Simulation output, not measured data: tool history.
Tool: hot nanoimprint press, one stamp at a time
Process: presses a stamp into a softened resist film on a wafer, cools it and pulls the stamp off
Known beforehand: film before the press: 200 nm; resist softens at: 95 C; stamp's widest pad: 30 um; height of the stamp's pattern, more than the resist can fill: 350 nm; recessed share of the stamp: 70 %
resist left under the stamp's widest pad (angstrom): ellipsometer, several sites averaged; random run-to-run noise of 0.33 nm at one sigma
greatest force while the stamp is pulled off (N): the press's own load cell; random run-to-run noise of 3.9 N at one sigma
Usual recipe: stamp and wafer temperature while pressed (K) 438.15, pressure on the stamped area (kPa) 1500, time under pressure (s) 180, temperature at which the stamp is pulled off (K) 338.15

run    hour  stamp and wafer temperature while pressed (K)  pressure on the stamped area (kPa)  time under pressure (s)  temperature at which the stamp is pulled off (K)  resist left under the stamp's widest pad (angstrom)  greatest force while the stamp is pulled off (N)
  1       0                                         438.15                                1500                      180                                            338.15                                                 1006                                               190
  2    58.4                                         438.15                                1500                      180                                            338.15                                                 1010                                               182
  3    90.7                                         438.15                                1500                      180                                            338.15                                                  996                                               182
  4   150.9                                         438.15                                1500                      295                                            338.15                                                  839                                               190
  5     217                                         438.15                                1500                      295                                            338.15                                                  834                                               187
  6     294                                         438.15                                1500                      180                                            338.15                                                  994                                               186
  7   329.7                                         438.15                                1500                      180                                            338.15                                                  992                                               200
  8   378.8                                         443.15                                1500                      180                                            338.15                                                  857                                               196
  9   444.6                                         443.15                                1500                      180                                            338.15                                                  859                                               185
 10   515.8                                         438.15                                1500                      180                                            338.15                                                  988                                               190
 11   569.2                                         447.15                                1500                      180                                            338.15                                                  767                                               186
 12   625.3                                         438.15                                1500                      180                                            327.15                                                  986                                               232
 13   701.4                                         438.15                                2360                      349                                            325.15                                                  612                                               217
 14     767                                         438.15                                1060                      126                                            325.15                                                 1267                                               230
 15   840.5                                         438.15                                1870                      126                                            329.15                                                 1014                                               216
 16   908.8                                         438.15                                1780                      126                                            344.15                                                 1034                                               169
 17   960.7                                         438.15                                1500                      257                                            343.15                                                  887                                               170
 18  1032.6                                         443.15                                1500                      312                                            336.15                                                  699                                               194
 19  1075.9                                         443.15                                1500                      312                                            336.15                                                  705                                               193
 20  1115.9                                         438.15                                1690                      247                                            338.15                                                  838                                               188
 21    1185                                         438.15                                1690                      247                                            338.15                                                  833                                               184
 22  1237.3                                         434.15                                1690                      155                                            338.15                                                 1090                                               185
 23  1286.5                                         438.15                                1010                      335                                            338.15                                                  965                                               188

Not shown here: 5 entries made in the log between runs. Locate each between two listed runs and compare the hidden state at the listed run before it with the hidden state at the listed run after it:
After run 1, before run 2: stamp cleaned and given a new release coat (hour 54.5)
  pressure that arrives at the usual setting, %: 99.91 -> 99.9; grip of the stamp's worn release coat, % over a new coat's: 0.8 -> 0; drift of the gauge itself on residual_nm, %: 0 -> -0.2
  measured value less the no-hidden-state value, resist left under the stamp's widest pad (angstrom): -1 -> -2
After run 4, before run 5: press's hydraulic seals changed and the load cell set to zero (hour 194.8)
  pressure that arrives at the usual setting, %: 99.9 -> 99.99; drift of the gauge itself on residual_nm, %: -0.54 -> -0.76
  measured value less the no-hidden-state value, resist left under the stamp's widest pad (angstrom): -5 -> -7
After run 8, before run 9: plate thermocouple calibrated (hour 387)
  true temperature over the reading, C: 0.04 -> 0; pressure that arrives at the usual setting, %: 99.99 -> 99.98; drift of the gauge itself on residual_nm, %: -1.36 -> -1.59
  measured value less the no-hidden-state value, resist left under the stamp's widest pad (angstrom): -12 -> -14
After run 14, before run 15: gauge calibrated (hour 780.2)
  true temperature over the reading, C: 0.01 -> 0.02; grip of the stamp's worn release coat, % over a new coat's: 0.6 -> 0.7; drift of the gauge itself on residual_nm, %: -2.8 -> -0.22
  measured value less the no-hidden-state value, resist left under the stamp's widest pad (angstrom): -36 -> -2
After run 16, before run 17: stamp cleaned and given a new release coat (hour 953.5)
  pressure that arrives at the usual setting, %: 99.96 -> 99.95; grip of the stamp's worn release coat, % over a new coat's: 0.8 -> 0; drift of the gauge itself on residual_nm, %: -0.48 -> -0.65
  measured value less the no-hidden-state value, resist left under the stamp's widest pad (angstrom): -5 -> -6
